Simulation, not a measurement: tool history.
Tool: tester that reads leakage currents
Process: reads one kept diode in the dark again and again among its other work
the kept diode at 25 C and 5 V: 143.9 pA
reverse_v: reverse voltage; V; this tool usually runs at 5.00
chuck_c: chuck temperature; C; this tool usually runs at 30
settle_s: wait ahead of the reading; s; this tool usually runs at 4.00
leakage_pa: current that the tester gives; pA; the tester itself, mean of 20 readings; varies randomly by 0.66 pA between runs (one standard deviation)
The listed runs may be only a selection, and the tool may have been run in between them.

run	hour	reverse_v	chuck_c	settle_s	leakage_pa
1	0.0	5.00	30	4.00	232.08
2	34.2	5.00	30	4.00	230.97
3	65.6	5.00	30	4.00	232.33
4	108.2	5.00	30	4.00	234.58
5	144.3	5.00	30	4.00	235.03
6	172.4	15.52	30	1.89	391.09
# hour 177.5: chuck's temperature calibrated
7	206.0	15.52	23	1.89	228.61
8	254.5	8.29	32	2.81	359.83
9	292.1	5.00	22	4.00	126.14
10	342.0	1.51	44	4.00	414.68

The same runs without the tool's hidden state, with the same run-to-run variation:
Hidden state at play: stray current of the dirty probe card, pA a volt; current scale over the true one, %; true chuck temperature over the reading, C; drift of the gauge itself on leakage_pa, %.
run	leakage_pa
1	218.06
2	216.47
3	217.28
4	218.74
5	218.63
6	362.90
7	204.39
8	322.87
9	112.00
10	373.08
